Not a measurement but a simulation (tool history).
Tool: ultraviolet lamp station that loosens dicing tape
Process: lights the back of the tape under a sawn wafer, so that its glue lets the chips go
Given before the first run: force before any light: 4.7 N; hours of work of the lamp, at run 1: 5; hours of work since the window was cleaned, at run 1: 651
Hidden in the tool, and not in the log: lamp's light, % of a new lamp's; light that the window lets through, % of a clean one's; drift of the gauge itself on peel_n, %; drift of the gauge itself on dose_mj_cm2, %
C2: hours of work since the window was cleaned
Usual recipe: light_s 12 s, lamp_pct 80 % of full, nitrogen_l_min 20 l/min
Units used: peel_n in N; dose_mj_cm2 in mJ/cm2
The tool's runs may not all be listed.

Run 1, day 0.000: usual settings; hours of work of the lamp 5; C2 651. Result: peel_n 0.591 N, dose_mj_cm2 288 mJ/cm2.
Run 2, day 0.250: usual settings; hours of work of the lamp 9; C2 656. Result: peel_n 0.604 N, dose_mj_cm2 296 mJ/cm2.
Run 3, day 0.750: usual settings; hours of work of the lamp 17; C2 664. Result: peel_n 0.589 N, dose_mj_cm2 291 mJ/cm2.
Run 4, day 1.146: usual settings; hours of work of the lamp 24; C2 670. Result: peel_n 0.636 N, dose_mj_cm2 292 mJ/cm2.
Run 5, day 1.646: usual settings; hours of work of the lamp 32; C2 678. Result: peel_n 0.610 N, dose_mj_cm2 293 mJ/cm2.
At day 1.788: window cleaned of glue's vapour.
Run 6, day 1.912: usual settings; hours of work of the lamp 36; C2 2. Result: peel_n 0.531 N, dose_mj_cm2 316 mJ/cm2.

Run 7 comes next. What will it give?
Run 7, day 2.154: usual settings but light_s 7 s, nitrogen_l_min 8 l/min; hours of work of the lamp 40; C2 6. Result: peel_n ?, dose_mj_cm2 ?.

Run 7 gave peel_n 1.655 N, dose_mj_cm2 185 mJ/cm2.
If the tool had no hidden condition, the same run with the same run-to-run variation would have returned peel_n 1.618 N, dose_mj_cm2 189 mJ/cm2.
